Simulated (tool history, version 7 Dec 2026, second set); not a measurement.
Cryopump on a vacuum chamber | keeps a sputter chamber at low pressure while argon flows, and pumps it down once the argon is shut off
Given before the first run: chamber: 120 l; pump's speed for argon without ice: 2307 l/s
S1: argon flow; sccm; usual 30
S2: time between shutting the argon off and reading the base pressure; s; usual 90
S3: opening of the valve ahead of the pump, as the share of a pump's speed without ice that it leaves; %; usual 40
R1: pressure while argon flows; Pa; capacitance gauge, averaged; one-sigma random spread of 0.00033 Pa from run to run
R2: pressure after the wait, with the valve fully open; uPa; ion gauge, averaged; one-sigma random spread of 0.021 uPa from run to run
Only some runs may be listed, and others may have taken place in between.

run    hour  S1   S2  S3      R1    R2
  1       0  30   90  40  0.0565   0.3
  2      63  30   90  18  0.1243  0.34
  3   115.8  30   90  18  0.1246  0.35
  4   191.7  30   90  18  0.1246  0.38
  5   291.2  30   90  40  0.0574  0.39
  6   388.8  30   90  40  0.0575  0.41
  7   468.5  30   90  40  0.0578  0.43
  8   550.1  30   90  40  0.0578  0.41
  9     637  30   90  40  0.0585  0.49
 10   715.9  30   90  40  0.0588   0.5
 11   793.5  30   90  40  0.0597  0.47
 12   841.1  34  259  17   0.152  0.34
        853  -- pump warmed up, emptied and cooled again
 13   899.3  23   32  40  0.0425  0.78
 14   951.5  30   90  51  0.0441  0.47
 15   998.4  19   90  51  0.0281  0.48
 16  1091.7  19   90  51  0.0284  0.53
 17  1191.4  26  144  19  0.1014  0.43
 18  1281.3  26  144  19  0.1019  0.44
 19  1342.3  17   54  50  0.0261  0.66
 20  1402.1  21  147  36  0.0449  0.49
 21  1491.2  21  147  22   0.072  0.48
 22  1585.5  21  147  22  0.0723  0.54

Predict each of these 3 candidate next runs independently; none follows another, all start after run 22:
  A  1675.2  30  41  16   ?   ?
  B  1675.2  21  90  40   ?   ?
  C  1675.2  25  90  40   ?   ?

run      R1    R2
  A  0.1412  0.84
  B  0.0414   0.6
  C  0.0489  0.66
Without the tool's unlogged condition, the same runs would have read:
run      R1    R2
  A  0.1369  0.53
  B  0.0384   0.3
  C  0.0454  0.35

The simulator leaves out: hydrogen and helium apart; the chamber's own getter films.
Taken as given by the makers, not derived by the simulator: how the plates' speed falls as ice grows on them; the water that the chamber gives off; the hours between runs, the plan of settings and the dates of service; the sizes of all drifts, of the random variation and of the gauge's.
